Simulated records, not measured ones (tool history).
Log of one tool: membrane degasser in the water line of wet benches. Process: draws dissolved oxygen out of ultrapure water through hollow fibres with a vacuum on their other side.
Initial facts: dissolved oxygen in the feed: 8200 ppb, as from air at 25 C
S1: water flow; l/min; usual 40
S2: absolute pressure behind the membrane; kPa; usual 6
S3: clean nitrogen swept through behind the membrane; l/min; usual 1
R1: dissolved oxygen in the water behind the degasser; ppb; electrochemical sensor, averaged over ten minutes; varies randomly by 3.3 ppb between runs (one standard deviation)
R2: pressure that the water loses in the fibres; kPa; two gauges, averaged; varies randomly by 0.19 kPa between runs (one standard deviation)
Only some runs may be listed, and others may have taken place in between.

| run | hour | S1 | S2 | S3 | R1 | R2 |
|---|---|---|---|---|---|---|
| 1 | 0 | 40 | 6 | 1 | 346.7 | 38.22 |
| 2 | 136.7 | 40 | 6 | 1 | 352.2 | 38.31 |
| 3 | 281.3 | 40 | 6 | 1 | 358.8 | 38.27 |
| 4 | 450.4 | 40 | 8.61 | 1 | 549.2 | 38.05 |
| 5 | 573.2 | 40 | 8.61 | 1 | 550.6 | 38.34 |
| 6 | 759.6 | 40 | 8.61 | 1 | 555 | 38.35 |
| 7 | 856.6 | 40 | 12.27 | 1 | 821.4 | 38.54 |
| 8 | 1049.1 | 40 | 12.27 | 1 | 804.6 | 38.56 |
| 9 | 1195.4 | 40 | 6 | 2.24 | 245.7 | 38.73 |
| 10 | 1314.8 | 40 | 6 | 1 | 360 | 38.46 |
| 11 | 1432.4 | 40 | 6 | 1 | 372 | 38.18 |
| 12 | 1613.7 | 40 | 6 | 1 | 363.3 | 38.72 |
| 13 | 1785.5 | 40 | 6 | 1 | 373.6 | 38.6 |
| 14 | 1971.8 | 40 | 6 | 1 | 381 | 38.48 |
| 15 | 2113 | 40 | 6 | 1 | 365.8 | 38.66 |
| 16 | 2225 | 40 | 6 | 1 | 372.5 | 38.38 |
| 17 | 2419.1 | 40 | 6 | 1 | 375.4 | 38.88 |
| 18 | 2512.7 | 40 | 6 | 1 | 370.8 | 39.11 |
| 19 | 2705.7 | 40 | 6 | 0.95 | 387.6 | 38.84 |
| 20 | 2790.9 | 58 | 6 | 1 | 706.2 | 56.43 |
| 21 | 2977.5 | 30 | 14.86 | 0.9 | 803.7 | 29.2 |
| 22 | 3091 | 42 | 6 | 1 | 410.9 | 40.74 |
| 23 | 3231.9 | 43 | 6.26 | 1 | 453.4 | 42.25 |
|  | 3301.2 | vacuum gauge calibrated |
| 24 | 3385.7 | 40 | 5.67 | 1.1 | 303.5 | 39.08 |
| 25 | 3586.4 | 40 | 5.67 | 1.1 | 312.3 | 39.11 |
| 26 | 3750.5 | 40 | 5.67 | 1.1 | 313.2 | 39.35 |
| 27 | 3876 | 40 | 6 | 1.02 | 349.3 | 39.17 |
| 28 | 4057.8 | 40 | 3.76 | 1.57 | 170 | 39.52 |
| 29 | 4233.6 | 46 | 5.13 | 2.26 | 302.3 | 45.13 |
| 30 | 4404 | 46 | 5.13 | 1.38 | 345 | 45.36 |
| 31 | 4492.2 | 28 | 7.45 | 0.84 | 324.7 | 27.6 |
| 32 | 4618.8 | 38 | 14.36 | 1.35 | 728.1 | 37.54 |

Difference, measured minus no-hidden-state, one row per run. Run-to-run variation is common to both terms; the gauge's own scatter need not be:
What the log doesn't record here: membrane still open, %; true pressure behind the membrane over the reading, kPa; air that leaks in behind the membrane, l/min; drift of the gauge itself on oxygen_ppb, %; drift of the gauge itself on loss_of_pressure_kpa, %.
| run | R1 | R2 |
|---|---|---|
| 1 | +19.6 | +0.22 |
| 2 | +21.2 | +0.26 |
| 3 | +22.9 | +0.31 |
| 4 | +23.4 | +0.35 |
| 5 | +24.5 | +0.38 |
| 6 | +26.4 | +0.44 |
| 7 | +26 | +0.46 |
| 8 | +27.1 | +0.52 |
| 9 | +19.7 | +0.56 |
| 10 | +31.8 | +0.59 |
| 11 | +34 | +0.62 |
| 12 | +34.8 | +0.68 |
| 13 | +37.4 | +0.73 |
| 14 | +39.6 | +0.78 |
| 15 | +39.3 | +0.83 |
| 16 | +40.9 | +0.86 |
| 17 | +42.9 | +0.92 |
| 18 | +43.2 | +0.95 |
| 19 | +46.9 | +1 |
| 20 | +70.6 | +1.49 |
| 21 | +32.5 | +0.81 |
| 22 | +52.1 | +1.17 |
| 23 | +55.4 | +1.25 |
| 24 | +15.1 | +1.21 |
| 25 | +17.5 | +1.27 |
| 26 | +19 | +1.32 |
| 27 | +20.1 | +1.36 |
| 28 | +22 | +1.43 |
| 29 | +30.7 | +1.69 |
| 30 | +33.2 | +1.75 |
| 31 | +12 | +1.08 |
| 32 | +22 | +1.5 |

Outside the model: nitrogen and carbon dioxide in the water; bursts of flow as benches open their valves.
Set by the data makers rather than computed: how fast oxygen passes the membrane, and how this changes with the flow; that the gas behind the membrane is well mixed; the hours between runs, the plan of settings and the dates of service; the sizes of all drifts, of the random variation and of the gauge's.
